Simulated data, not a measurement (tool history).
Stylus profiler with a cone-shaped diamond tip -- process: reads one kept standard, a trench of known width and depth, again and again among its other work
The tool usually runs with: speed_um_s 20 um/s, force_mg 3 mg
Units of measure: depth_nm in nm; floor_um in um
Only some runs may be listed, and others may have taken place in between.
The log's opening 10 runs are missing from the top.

{"run": 11, "hour": 873.4, "speed_um_s": 41, "force_mg": 3, "depth_nm": 101.68, "floor_um": 47.8}
{"run": 12, "hour": 987.9, "speed_um_s": 41, "force_mg": 3, "depth_nm": 101.65, "floor_um": 47.9}
{"run": 13, "hour": 1098.3, "speed_um_s": 41, "force_mg": 3, "depth_nm": 101.66, "floor_um": 47.9}
{"run": 14, "hour": 1216.7, "speed_um_s": 6, "force_mg": 3, "depth_nm": 101.69, "floor_um": 47.99}
{"run": 15, "hour": 1296.8, "speed_um_s": 20, "force_mg": 3, "depth_nm": 101.7, "floor_um": 47.94}
{"run": 16, "hour": 1381.5, "speed_um_s": 20, "force_mg": 3, "depth_nm": 101.65, "floor_um": 47.97}
{"run": 17, "hour": 1501.2, "speed_um_s": 7, "force_mg": 1.18, "depth_nm": 100.88, "floor_um": 47.99}
{"run": 18, "hour": 1602.6, "speed_um_s": 7, "force_mg": 2.53, "depth_nm": 101.48, "floor_um": 48}
{"run": 19, "hour": 1712.2, "speed_um_s": 7, "force_mg": 2.53, "depth_nm": 101.5, "floor_um": 48}
{"run": 20, "hour": 1778.6, "speed_um_s": 8, "force_mg": 2.04, "depth_nm": 101.28, "floor_um": 47.96}
{"run": 21, "hour": 1849.0, "speed_um_s": 22, "force_mg": 5.45, "depth_nm": 102.49, "floor_um": 47.98}
{"run": 22, "hour": 1914.0, "speed_um_s": 8, "force_mg": 8.82, "depth_nm": 103.46, "floor_um": 48.03}
{"run": 23, "hour": 2024.7, "speed_um_s": 58, "force_mg": 5.99, "depth_nm": 102.68, "floor_um": 47.91}
{"run": 24, "hour": 2111.2, "speed_um_s": 15, "force_mg": 3.1, "depth_nm": 101.71, "floor_um": 47.87}
{"run": 25, "hour": 2199.0, "speed_um_s": 15, "force_mg": 3.1, "depth_nm": 101.72, "floor_um": 47.96}
{"run": 26, "hour": 2259.0, "speed_um_s": 15, "force_mg": 4.06, "depth_nm": 102.04, "floor_um": 47.96}
{"run": 27, "hour": 2332.7, "speed_um_s": 34, "force_mg": 4.3, "depth_nm": 102.14, "floor_um": 47.95}
{"run": 28, "hour": 2429.7, "speed_um_s": 8, "force_mg": 1.23, "depth_nm": 100.92, "floor_um": 47.93}
{"run": 29, "hour": 2535.5, "speed_um_s": 28, "force_mg": 2.01, "depth_nm": 101.26, "floor_um": 47.88}
{"run": 30, "hour": 2608.7, "speed_um_s": 55, "force_mg": 4.59, "depth_nm": 102.25, "floor_um": 47.81}
{"run": 31, "hour": 2687.0, "speed_um_s": 8, "force_mg": 2.26, "depth_nm": 101.38, "floor_um": 47.96}
{"run": 32, "hour": 2775.1, "speed_um_s": 10, "force_mg": 2.47, "depth_nm": 101.48, "floor_um": 47.98}

Each row is a separate what-if for the run after 32, all from the same tool condition, not one after another. Results?
{"run": "A", "hour": 2882.6, "speed_um_s": 22, "force_mg": 4.81, "depth_nm": "?", "floor_um": "?"}
{"run": "B", "hour": 2882.6, "speed_um_s": 8, "force_mg": 1.03, "depth_nm": "?", "floor_um": "?"}
{"run": "C", "hour": 2882.6, "speed_um_s": 20, "force_mg": 2.47, "depth_nm": "?", "floor_um": "?"}
{"run": "D", "hour": 2882.6, "speed_um_s": 32, "force_mg": 8.04, "depth_nm": "?", "floor_um": "?"}
{"run": "E", "hour": 2882.6, "speed_um_s": 26, "force_mg": 3.08, "depth_nm": "?", "floor_um": "?"}

run=A depth_nm=102.31 floor_um=47.93
run=B depth_nm=100.85 floor_um=47.95
run=C depth_nm=101.47 floor_um=47.93
run=D depth_nm=103.25 floor_um=47.89
run=E depth_nm=101.73 floor_um=47.9
Stripped of hidden state, with their random variation kept, the same runs would have yielded:
run=A depth_nm=102.31 floor_um=47.94
run=B depth_nm=100.85 floor_um=47.96
run=C depth_nm=101.46 floor_um=47.94
run=D depth_nm=103.25 floor_um=47.9
run=E depth_nm=101.72 floor_um=47.91
